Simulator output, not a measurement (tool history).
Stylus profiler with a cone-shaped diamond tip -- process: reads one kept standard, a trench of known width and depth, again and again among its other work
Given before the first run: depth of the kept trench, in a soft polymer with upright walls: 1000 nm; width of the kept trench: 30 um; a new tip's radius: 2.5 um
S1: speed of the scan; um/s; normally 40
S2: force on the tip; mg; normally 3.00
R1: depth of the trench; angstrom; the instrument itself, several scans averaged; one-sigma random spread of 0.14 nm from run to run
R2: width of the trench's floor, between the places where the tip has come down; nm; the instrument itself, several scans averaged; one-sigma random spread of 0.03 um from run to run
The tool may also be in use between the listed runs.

run	day	S1	S2	R1	R2
1	0.000	40	3.00	10154.7	25350
2	0.750	40	3.00	10155.5	25350
3	1.600	40	3.63	10176.8	25300
4	2.342	40	3.63	10173.3	25350
5	3.042	40	3.63	10173.5	25330
6	3.396	40	3.63	10173.8	25310
7	4.133	40	3.00	10149.7	25300
8	4.788	71	3.00	10153.0	25120
9	5.575	40	3.00	10154.1	25280
10	6.083	40	3.00	10150.3	25220
11	6.750	40	3.00	10154.3	25350
# day 6.838: height scale calibrated on a step standard
12	7.238	40	3.00	10151.8	25280
13	7.904	93	3.00	10152.5	25020
14	8.421	93	3.00	10152.8	25020
# day 8.517: height scale calibrated on a step standard, once more
15	8.921	93	3.00	10159.9	25020
16	9.767	93	3.00	10162.2	24930
17	10.358	93	3.00	10161.6	24960
18	11.196	93	3.00	10159.3	24960
19	11.858	93	3.00	10159.1	24920
20	12.704	36	5.28	10231.3	25230
21	13.125	40	5.11	10225.5	25170
22	13.558	80	3.00	10160.4	25020
23	13.950	157	1.63	10106.0	24390
24	14.462	135	2.92	10154.3	24710
25	15.183	40	1.42	10097.4	25080
26	15.842	89	3.69	10182.9	24970
27	16.667	146	1.86	10118.3	24490
28	17.388	146	1.86	10114.2	24440
29	18.104	56	3.78	10183.7	25070
30	18.717	56	3.78	10186.1	25070
31	19.175	56	3.78	10184.6	25040
32	19.842	100	4.45	10207.8	24870
33	20.204	125	2.60	10144.3	24610
34	20.554	86	3.00	10160.5	24910
35	21.133	62	6.70	10270.8	25060

Consider 5 possible next runs. They are alternatives, not a sequence: every one starts from the tool as it was left by run 35. What does each give?
A	21.796	36	3.00	?	?
B	21.796	33	1.16	?	?
C	21.796	53	3.91	?	?
D	21.796	19	8.87	?	?
E	21.796	40	1.14	?	?

run	R1	R2
A	10157.8	25020
B	10084.3	24950
C	10188.6	25020
D	10322.6	25230
E	10084.6	25000
With the hidden condition removed and each run's random variation left untouched, the same runs would have given:
run	R1	R2
A	10156.3	25780
B	10082.8	25710
C	10187.1	25780
D	10321.1	25990
E	10083.1	25760

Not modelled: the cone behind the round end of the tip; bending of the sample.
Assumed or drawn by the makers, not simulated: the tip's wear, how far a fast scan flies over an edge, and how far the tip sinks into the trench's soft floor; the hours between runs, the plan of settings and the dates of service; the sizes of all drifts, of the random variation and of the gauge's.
